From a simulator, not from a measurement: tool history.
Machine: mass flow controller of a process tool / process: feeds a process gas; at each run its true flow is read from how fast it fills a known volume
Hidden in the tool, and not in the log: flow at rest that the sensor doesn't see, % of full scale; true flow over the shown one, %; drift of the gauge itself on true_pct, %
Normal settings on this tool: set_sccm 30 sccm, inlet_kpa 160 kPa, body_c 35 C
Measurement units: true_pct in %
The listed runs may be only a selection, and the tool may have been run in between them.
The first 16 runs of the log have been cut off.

run    hour  set_sccm  inlet_kpa  body_c  hours of work since the controller was set to zero  hours of work since the controller was changed  true_pct
 17  2069.3        30        236      35                                                1695                                            1695     99.66
 18  2169.3        30        236      35                                                1738                                            1738     99.52
 19  2245.5        30        160      28                                                1771                                            1771    100.30
 20  2418.2        18        160      35                                                1846                                            1846    100.04
 21  2507.8         9        191      24                                                1884                                            1884    101.76
 22  2648.2         9        191      24                                                1945                                            1945    101.96
 23  2802.1        22        191      25                                                2011                                            2011    100.67
 24  2915.6        22        191      25                                                2060                                            2060    100.63
 25  2988.7        22        177      25                                                2091                                            2091    100.74
 26  3102.0        22        177      25                                                2140                                            2140    100.95
 27  3266.2        30        197      35                                                2211                                            2211    100.19
 28  3344.9        30        141      34                                                2244                                            2244    100.31
 29  3435.5         8        260      34                                                2283                                            2283    101.99
 30  3595.3        12        176      35                                                2352                                            2352    101.18
 31  3693.6        36        160      35                                                2394                                            2394    100.36
 32  3794.4        39        242      35                                                2438                                            2438    100.22
 33  3866.3        11        182      22                                                2469                                            2469    102.40
 34  3951.3        11        182      36                                                2505                                            2505    101.47
 35  4045.4        12        150      24                                                2546                                            2546    102.28
 36  4181.4        26        275      21                                                2604                                            2604    101.07
 37  4320.5        39        159      29                                                2664                                            2664    101.02
 38  4449.8        30        165      28                                                2720                                            2720    100.95
 39  4563.2        30        160      39                                                2769                                            2769    100.33
 40  4718.0        30        160      39                                                2835                                            2835    100.39

Consider 5 possible next runs. They are alternatives, not a sequence: every one starts from the tool as it was left by run 40. What does each give?
  A  4860.2        27        160      25                                                2897                                            2897         ?
  B  4860.2        30        169      33                                                2897                                            2897         ?
  C  4860.2        30        187      39                                                2897                                            2897         ?
  D  4860.2        38        160      21                                                2897                                            2897         ?
  E  4860.2        45        160      35                                                2897                                            2897         ?

run  true_pct
  A    101.40
  B    100.80
  C    100.51
  D    101.80
  E    101.00
What these runs would have given with no unlogged condition in the tool:
run  true_pct
  A     99.13
  B     98.68
  C     98.38
  D     99.96
  E     99.32

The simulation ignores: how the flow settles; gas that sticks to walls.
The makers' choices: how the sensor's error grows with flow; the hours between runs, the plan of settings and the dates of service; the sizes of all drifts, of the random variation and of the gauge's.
